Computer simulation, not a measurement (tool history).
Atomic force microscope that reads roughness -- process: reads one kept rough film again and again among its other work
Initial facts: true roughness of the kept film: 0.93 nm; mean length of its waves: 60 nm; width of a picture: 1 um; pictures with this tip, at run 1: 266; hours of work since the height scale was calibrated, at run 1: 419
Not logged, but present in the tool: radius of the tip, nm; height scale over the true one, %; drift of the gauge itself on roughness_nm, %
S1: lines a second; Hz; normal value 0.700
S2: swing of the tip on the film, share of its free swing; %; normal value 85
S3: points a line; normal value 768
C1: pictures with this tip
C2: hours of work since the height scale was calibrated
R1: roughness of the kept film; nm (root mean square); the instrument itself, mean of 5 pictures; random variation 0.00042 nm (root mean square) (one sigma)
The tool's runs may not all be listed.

| run | hour | S1 | S2 | S3 | C1 | C2 | R1 |
|---|---|---|---|---|---|---|---|
| 1 | 0.0 | 0.700 | 85 | 768 | 266 | 419 | 0.8750 |
| 2 | 11.5 | 0.700 | 85 | 768 | 279 | 428 | 0.8753 |
| 3 | 21.4 | 0.700 | 85 | 768 | 291 | 436 | 0.8740 |
| 4 | 32.4 | 0.700 | 85 | 768 | 304 | 444 | 0.8757 |
| 5 | 52.1 | 0.700 | 85 | 768 | 328 | 460 | 0.8743 |
| 6 | 63.4 | 0.700 | 85 | 768 | 342 | 468 | 0.8744 |
|  | 66.8 | new tip fitted |
| 7 | 77.2 | 0.700 | 85 | 768 | 13 | 479 | 0.8755 |
| 8 | 88.7 | 0.700 | 85 | 768 | 27 | 488 | 0.8751 |
| 9 | 98.0 | 0.700 | 85 | 768 | 38 | 495 | 0.8752 |
| 10 | 116.0 | 0.700 | 85 | 768 | 59 | 509 | 0.8753 |
| 11 | 125.1 | 1.101 | 82 | 798 | 70 | 516 | 0.8585 |
| 12 | 139.2 | 1.101 | 82 | 798 | 87 | 527 | 0.8583 |
| 13 | 153.2 | 0.770 | 60 | 798 | 104 | 538 | 0.9092 |

What if the next run were any one of these 4? Each begins from the tool's condition after run 13:
| A | 167.7 | 1.275 | 60 | 798 | 122 | 549 | ? |
| B | 167.7 | 0.700 | 81 | 768 | 122 | 549 | ? |
| C | 167.7 | 3.486 | 85 | 455 | 122 | 549 | ? |
| D | 167.7 | 1.616 | 74 | 857 | 122 | 549 | ? |

| run | R1 |
|---|---|
| A | 0.9012 |
| B | 0.8832 |
| C | 0.7241 |
| D | 0.8610 |
Stripped of hidden state, with their random variation kept, the same runs would have yielded:
| run | R1 |
|---|---|
| A | 0.9012 |
| B | 0.8831 |
| C | 0.7240 |
| D | 0.8609 |
